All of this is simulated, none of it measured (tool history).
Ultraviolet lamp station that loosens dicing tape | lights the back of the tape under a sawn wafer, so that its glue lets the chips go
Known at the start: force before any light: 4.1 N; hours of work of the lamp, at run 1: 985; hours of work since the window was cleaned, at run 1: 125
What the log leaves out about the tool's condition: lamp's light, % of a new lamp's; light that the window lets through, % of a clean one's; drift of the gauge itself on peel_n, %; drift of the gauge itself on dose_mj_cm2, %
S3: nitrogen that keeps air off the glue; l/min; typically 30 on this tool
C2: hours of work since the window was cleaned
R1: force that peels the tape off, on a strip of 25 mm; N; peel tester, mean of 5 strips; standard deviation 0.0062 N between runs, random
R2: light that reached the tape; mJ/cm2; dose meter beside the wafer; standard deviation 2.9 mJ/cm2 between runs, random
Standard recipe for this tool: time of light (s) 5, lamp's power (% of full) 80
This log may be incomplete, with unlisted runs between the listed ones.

run 1 hour=0.0 | time_of_light_(s)=5 lamp's_power_(%_of_full)=80 S3=30 | hours_of_work_of_the_lamp=985 C2=125 | R1=0.368 R2=304
run 2 hour=92.7 | time_of_light_(s)=5 lamp's_power_(%_of_full)=80 S3=30 | hours_of_work_of_the_lamp=1040 C2=180 | R1=0.384 R2=291
-- hour=133.1 lamp changed
run 3 hour=159.0 | time_of_light_(s)=6 lamp's_power_(%_of_full)=80 S3=30 | hours_of_work_of_the_lamp=15 C2=219 | R1=0.161 R2=457
run 4 hour=251.8 | time_of_light_(s)=5 lamp's_power_(%_of_full)=80 S3=30 | hours_of_work_of_the_lamp=70 C2=274 | R1=0.260 R2=358
-- hour=310.7 window cleaned of glue's vapour
run 5 hour=352.5 | time_of_light_(s)=5 lamp's_power_(%_of_full)=80 S3=34 | hours_of_work_of_the_lamp=130 C2=25 | R1=0.328 R2=302
run 6 hour=443.1 | time_of_light_(s)=5 lamp's_power_(%_of_full)=80 S3=34 | hours_of_work_of_the_lamp=183 C2=78 | R1=0.356 R2=293
run 7 hour=493.0 | time_of_light_(s)=5 lamp's_power_(%_of_full)=89 S3=34 | hours_of_work_of_the_lamp=213 C2=108 | R1=0.294 R2=318
run 8 hour=549.7 | time_of_light_(s)=5 lamp's_power_(%_of_full)=67 S3=30 | hours_of_work_of_the_lamp=246 C2=142 | R1=0.594 R2=233
run 9 hour=593.8 | time_of_light_(s)=5 lamp's_power_(%_of_full)=67 S3=30 | hours_of_work_of_the_lamp=273 C2=168 | R1=0.645 R2=225
-- hour=636.3 window cleaned of glue's vapour, once more
run 10 hour=656.8 | time_of_light_(s)=5 lamp's_power_(%_of_full)=67 S3=30 | hours_of_work_of_the_lamp=310 C2=12 | R1=0.322 R2=328
run 11 hour=715.6 | time_of_light_(s)=2 lamp's_power_(%_of_full)=80 S3=30 | hours_of_work_of_the_lamp=344 C2=47 | R1=1.095 R2=151
run 12 hour=771.9 | time_of_light_(s)=5 lamp's_power_(%_of_full)=97 S3=30 | hours_of_work_of_the_lamp=378 C2=80 | R1=0.164 R2=447
run 13 hour=814.1 | time_of_light_(s)=5 lamp's_power_(%_of_full)=80 S3=30 | hours_of_work_of_the_lamp=403 C2=105 | R1=0.241 R2=364
run 14 hour=914.6 | time_of_light_(s)=5 lamp's_power_(%_of_full)=80 S3=30 | hours_of_work_of_the_lamp=462 C2=165 | R1=0.290 R2=346
run 15 hour=958.8 | time_of_light_(s)=5 lamp's_power_(%_of_full)=80 S3=16 | hours_of_work_of_the_lamp=489 C2=191 | R1=0.491 R2=337
run 16 hour=1018.9 | time_of_light_(s)=5 lamp's_power_(%_of_full)=80 S3=16 | hours_of_work_of_the_lamp=524 C2=227 | R1=0.492 R2=333
run 17 hour=1101.5 | time_of_light_(s)=5 lamp's_power_(%_of_full)=80 S3=16 | hours_of_work_of_the_lamp=573 C2=276 | R1=0.524 R2=318
run 18 hour=1145.7 | time_of_light_(s)=7 lamp's_power_(%_of_full)=80 S3=30 | hours_of_work_of_the_lamp=599 C2=302 | R1=0.181 R2=436
-- hour=1154.7 window cleaned of glue's vapour
run 19 hour=1206.9 | time_of_light_(s)=3 lamp's_power_(%_of_full)=80 S3=30 | hours_of_work_of_the_lamp=635 C2=31 | R1=0.669 R2=212
run 20 hour=1286.2 | time_of_light_(s)=3 lamp's_power_(%_of_full)=80 S3=30 | hours_of_work_of_the_lamp=682 C2=78 | R1=0.748 R2=208
run 21 hour=1341.3 | time_of_light_(s)=5 lamp's_power_(%_of_full)=80 S3=10 | hours_of_work_of_the_lamp=715 C2=111 | R1=0.707 R2=336
run 22 hour=1432.4 | time_of_light_(s)=5 lamp's_power_(%_of_full)=80 S3=10 | hours_of_work_of_the_lamp=769 C2=164 | R1=0.760 R2=325
run 23 hour=1497.8 | time_of_light_(s)=5 lamp's_power_(%_of_full)=78 S3=22 | hours_of_work_of_the_lamp=808 C2=203 | R1=0.459 R2=307
run 24 hour=1574.2 | time_of_light_(s)=9 lamp's_power_(%_of_full)=80 S3=31 | hours_of_work_of_the_lamp=853 C2=249 | R1=0.121 R2=540
run 25 hour=1625.0 | time_of_light_(s)=4 lamp's_power_(%_of_full)=73 S3=22 | hours_of_work_of_the_lamp=883 C2=279 | R1=0.862 R2=215
-- hour=1673.3 window cleaned of glue's vapour
run 26 hour=1681.1 | time_of_light_(s)=4 lamp's_power_(%_of_full)=73 S3=22 | hours_of_work_of_the_lamp=916 C2=5 | R1=0.688 R2=241
run 27 hour=1775.4 | time_of_light_(s)=5 lamp's_power_(%_of_full)=73 S3=55 | hours_of_work_of_the_lamp=972 C2=60 | R1=0.260 R2=288
run 28 hour=1856.2 | time_of_light_(s)=5 lamp's_power_(%_of_full)=80 S3=10 | hours_of_work_of_the_lamp=1020 C2=108 | R1=0.812 R2=307
-- hour=1929.0 lamp changed
run 29 hour=1946.6 | time_of_light_(s)=5 lamp's_power_(%_of_full)=80 S3=10 | hours_of_work_of_the_lamp=10 C2=161 | R1=0.531 R2=385
run 30 hour=2008.4 | time_of_light_(s)=8 lamp's_power_(%_of_full)=92 S3=39 | hours_of_work_of_the_lamp=47 C2=198 | R1=0.087 R2=690
run 31 hour=2092.1 | time_of_light_(s)=8 lamp's_power_(%_of_full)=92 S3=39 | hours_of_work_of_the_lamp=97 C2=247 | R1=0.091 R2=663
run 32 hour=2186.6 | time_of_light_(s)=8 lamp's_power_(%_of_full)=77 S3=10 | hours_of_work_of_the_lamp=153 C2=304 | R1=0.283 R2=533
-- hour=2200.1 window cleaned of glue's vapour
run 33 hour=2264.2 | time_of_light_(s)=8 lamp's_power_(%_of_full)=77 S3=10 | hours_of_work_of_the_lamp=198 C2=38 | R1=0.212 R2=604
run 34 hour=2311.7 | time_of_light_(s)=6 lamp's_power_(%_of_full)=80 S3=21 | hours_of_work_of_the_lamp=226 C2=66 | R1=0.203 R2=456
run 35 hour=2374.4 | time_of_light_(s)=2 lamp's_power_(%_of_full)=80 S3=14 | hours_of_work_of_the_lamp=264 C2=103 | R1=1.625 R2=150
run 36 hour=2475.2 | time_of_light_(s)=2 lamp's_power_(%_of_full)=69 S3=11 | hours_of_work_of_the_lamp=323 C2=163 | R1=2.029 R2=125
run 37 hour=2541.5 | time_of_light_(s)=2 lamp's_power_(%_of_full)=69 S3=11 | hours_of_work_of_the_lamp=363 C2=202 | R1=2.148 R2=121
run 38 hour=2601.5 | time_of_light_(s)=7 lamp's_power_(%_of_full)=100 S3=17 | hours_of_work_of_the_lamp=398 C2=238 | R1=0.143 R2=592
run 39 hour=2688.5 | time_of_light_(s)=7 lamp's_power_(%_of_full)=100 S3=17 | hours_of_work_of_the_lamp=450 C2=289 | R1=0.165 R2=566
-- hour=2718.8 window cleaned of glue's vapour
run 40 hour=2740.9 | time_of_light_(s)=7 lamp's_power_(%_of_full)=67 S3=36 | hours_of_work_of_the_lamp=480 C2=13 | R1=0.150 R2=429
run 41 hour=2781.6 | time_of_light_(s)=8 lamp's_power_(%_of_full)=80 S3=9 | hours_of_work_of_the_lamp=505 C2=37 | R1=0.274 R2=580
run 42 hour=2876.1 | time_of_light_(s)=2 lamp's_power_(%_of_full)=100 S3=48 | hours_of_work_of_the_lamp=560 C2=93 | R1=0.741 R2=176
run 43 hour=2948.9 | time_of_light_(s)=2 lamp's_power_(%_of_full)=100 S3=48 | hours_of_work_of_the_lamp=604 C2=136 | R1=0.785 R2=173
run 44 hour=2994.5 | time_of_light_(s)=2 lamp's_power_(%_of_full)=82 S3=24 | hours_of_work_of_the_lamp=631 C2=163 | R1=1.412 R2=136

A few steps of R1 between consecutive runs. Split each: what settings, incoming material and random variation would produce without the hidden state, and what is left over for the hidden state, along with gauge scatter present in only one of the two compared results (measured, and without hidden state):
Run 9 -> 10: window cleaned of glue's vapour, once more. R1 -0.323 N: hidden state -0.321, all else -0.002.
Run 11 -> 12: time of light (s) 2 -> 5, lamp's power (% of full) 80 -> 97. R1 -0.931 N: hidden state -0.111, all else -0.820.
Run 24 -> 25: time of light (s) 9 -> 4, lamp's power (% of full) 80 -> 73, S3 31 -> 22. R1 +0.741 N: hidden state +0.375, all else +0.366.
Run 28 -> 29: lamp changed. R1 -0.281 N: hidden state -0.260, all else -0.021.
Run 34 -> 35: time of light (s) 6 -> 2, S3 21 -> 14. R1 +1.422 N: hidden state +0.143, all else +1.279.
Run 37 -> 38: time of light (s) 2 -> 7, lamp's power (% of full) 69 -> 100, S3 11 -> 17. R1 -2.005 N: hidden state -0.241, all else -1.764.

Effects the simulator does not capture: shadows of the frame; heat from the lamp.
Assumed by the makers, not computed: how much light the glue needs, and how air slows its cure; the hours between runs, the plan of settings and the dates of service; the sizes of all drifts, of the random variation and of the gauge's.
